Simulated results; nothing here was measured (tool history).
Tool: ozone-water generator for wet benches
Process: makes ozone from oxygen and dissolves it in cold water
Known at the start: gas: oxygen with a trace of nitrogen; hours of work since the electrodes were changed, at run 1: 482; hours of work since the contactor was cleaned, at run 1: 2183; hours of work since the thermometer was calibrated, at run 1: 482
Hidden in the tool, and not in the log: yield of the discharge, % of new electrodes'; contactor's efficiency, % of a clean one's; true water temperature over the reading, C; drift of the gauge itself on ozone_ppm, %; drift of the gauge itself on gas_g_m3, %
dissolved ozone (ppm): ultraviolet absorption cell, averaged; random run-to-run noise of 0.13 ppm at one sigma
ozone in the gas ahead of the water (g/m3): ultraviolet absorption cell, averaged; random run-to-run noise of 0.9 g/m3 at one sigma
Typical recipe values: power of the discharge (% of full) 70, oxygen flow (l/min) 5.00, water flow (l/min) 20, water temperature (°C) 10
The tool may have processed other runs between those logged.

run    hour  power of the discharge (% of full)  oxygen flow (l/min)  water flow (l/min)  water temperature (°C)  hours of work since the electrodes were changed  hours of work since the contactor was cleaned  hours of work since the thermometer was calibrated  dissolved ozone (ppm)  ozone in the gas ahead of the water (g/m3)
  1     0.0                                  70                 5.00                  20                      10                                              482                                           2183                                                 482                   18.4                                       154.1
  2    54.2                                  70                 5.00                  20                      10                                              523                                           2224                                                 523                   18.2                                       154.6
  3   153.9                                  70                 5.00                  20                      10                                              598                                           2299                                                 598                   18.4                                       154.4
  4   254.0                                  70                 5.00                  20                      10                                              673                                           2374                                                 673                   18.3                                       154.0
  5   350.4                                  70                 5.00                  16                      10                                              745                                           2446                                                 745                   22.0                                       153.4
  6   405.1                                  70                 5.00                  16                      10                                              786                                           2487                                                 786                   22.0                                       153.9
  7   471.4                                  70                 5.00                  16                      10                                              836                                           2537                                                 836                   22.1                                       152.0
  8   541.8                                  70                 5.00                  20                      10                                              889                                           2590                                                 889                   18.3                                       152.5
  9   623.6                                  70                 5.00                  20                      10                                              950                                           2651                                                 950                   18.1                                       153.4
 10   685.3                                  70                 5.00                  20                      10                                              997                                           2698                                                 997                   18.1                                       153.1
 11   738.6                                  80                 5.00                  26                      10                                             1037                                           2738                                                1037                   15.8                                       167.4
      746.7  -- water thermometer calibrated
 12   806.1                                  70                 5.00                  12                      17                                             1087                                           2788                                                  45                   24.0                                       152.6
 13   909.6                                  70                 5.00                  12                      17                                             1165                                           2866                                                 122                   24.1                                       152.5
 14   980.8                                  67                 2.71                  12                      17                                             1218                                           2919                                                 176                   20.7                                       181.7
 15  1072.4                                  67                 2.71                  12                      17                                             1287                                           2988                                                 245                   20.9                                       179.9
     1118.1  -- water thermometer calibrated, once more
 16  1138.1                                  67                 2.71                  12                      17                                             1336                                           3037                                                  15                   20.9                                       182.5
 17  1194.4                                  57                 2.75                  12                      17                                             1378                                           3079                                                  57                   18.4                                       159.5
 18  1280.0                                  57                 2.75                  12                      17                                             1442                                           3143                                                 121                   18.4                                       160.4
 19  1341.6                                  57                 2.75                  12                      17                                             1489                                           3189                                                 168                   18.5                                       158.5

Below, some changes in dissolved ozone (ppm) between adjacent runs. For each, the amount present without the hidden state too (settings, incoming material, random variation) and the amount remaining for the hidden state with gauge scatter not shared by both compared results:
Run 4 -> 5: water flow (l/min) 20 -> 16. dissolved ozone (ppm) +3.7: hidden state -0.2, all else +3.9.
Run 11 -> 12: power of the discharge (% of full) 80 -> 70, water flow (l/min) 26 -> 12, water temperature (°C) 10 -> 17, water thermometer calibrated. dissolved ozone (ppm) +8.2: hidden state -0.2, all else +8.4.

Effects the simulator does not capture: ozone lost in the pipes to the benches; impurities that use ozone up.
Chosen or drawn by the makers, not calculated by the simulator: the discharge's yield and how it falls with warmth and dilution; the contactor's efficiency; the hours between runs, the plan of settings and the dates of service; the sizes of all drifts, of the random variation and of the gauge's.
